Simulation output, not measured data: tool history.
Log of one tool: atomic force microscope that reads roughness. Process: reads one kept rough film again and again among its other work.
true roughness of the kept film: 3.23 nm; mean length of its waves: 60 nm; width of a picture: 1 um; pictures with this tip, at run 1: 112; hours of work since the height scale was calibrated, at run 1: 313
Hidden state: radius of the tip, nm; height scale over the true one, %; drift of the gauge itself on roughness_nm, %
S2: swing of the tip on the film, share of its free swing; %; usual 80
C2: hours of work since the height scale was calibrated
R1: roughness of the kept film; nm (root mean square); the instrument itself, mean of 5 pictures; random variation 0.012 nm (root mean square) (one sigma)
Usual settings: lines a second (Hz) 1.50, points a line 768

{"run": 1, "hour": 0.0, "lines a second (Hz)": 1.5, "S2": 80, "points a line": 768, "pictures with this tip": 112, "C2": 313, "R1": 2.857}
{"run": 2, "hour": 11.5, "lines a second (Hz)": 1.5, "S2": 80, "points a line": 768, "pictures with this tip": 125, "C2": 321, "R1": 2.824}
{"run": 3, "hour": 22.3, "lines a second (Hz)": 1.5, "S2": 80, "points a line": 768, "pictures with this tip": 138, "C2": 328, "R1": 2.837}
{"run": 4, "hour": 29.9, "lines a second (Hz)": 1.5, "S2": 80, "points a line": 768, "pictures with this tip": 147, "C2": 334, "R1": 2.839}
{"run": 5, "hour": 38.3, "lines a second (Hz)": 1.5, "S2": 80, "points a line": 768, "pictures with this tip": 157, "C2": 339, "R1": 2.855}
{"run": 6, "hour": 49.8, "lines a second (Hz)": 1.5, "S2": 80, "points a line": 439, "pictures with this tip": 171, "C2": 347, "R1": 2.841}
{"run": 7, "hour": 58.2, "lines a second (Hz)": 1.5, "S2": 80, "points a line": 569, "pictures with this tip": 181, "C2": 353, "R1": 2.808}
{"run": 8, "hour": 66.2, "lines a second (Hz)": 1.5, "S2": 80, "points a line": 569, "pictures with this tip": 191, "C2": 358, "R1": 2.836}
{"run": 9, "hour": 73.8, "lines a second (Hz)": 0.5, "S2": 77, "points a line": 569, "pictures with this tip": 200, "C2": 363, "R1": 2.982}
{"run": 10, "hour": 83.8, "lines a second (Hz)": 1.77, "S2": 88, "points a line": 384, "pictures with this tip": 212, "C2": 370, "R1": 2.651}
{"run": 11, "hour": 89.1, "lines a second (Hz)": 0.59, "S2": 57, "points a line": 853, "pictures with this tip": 218, "C2": 374, "R1": 3.039}
{"run": 12, "hour": 95.5, "lines a second (Hz)": 0.59, "S2": 57, "points a line": 853, "pictures with this tip": 226, "C2": 378, "R1": 3.026}
{"run": 13, "hour": 105.9, "lines a second (Hz)": 1.5, "S2": 82, "points a line": 636, "pictures with this tip": 238, "C2": 385, "R1": 2.764}
{"run": 14, "hour": 111.1, "lines a second (Hz)": 3.09, "S2": 63, "points a line": 768, "pictures with this tip": 245, "C2": 388, "R1": 2.857}
{"run": 15, "hour": 117.9, "lines a second (Hz)": 1.0, "S2": 58, "points a line": 665, "pictures with this tip": 253, "C2": 393, "R1": 2.97}

The same runs without the tool's hidden state, with the same run-to-run variation:
run=1 R1=2.903
run=2 R1=2.875
run=3 R1=2.894
run=4 R1=2.899
run=5 R1=2.921
run=6 R1=2.912
run=7 R1=2.883
run=8 R1=2.916
run=9 R1=3.070
run=10 R1=2.733
run=11 R1=3.136
run=12 R1=3.126
run=13 R1=2.860
run=14 R1=2.958
run=15 R1=3.079
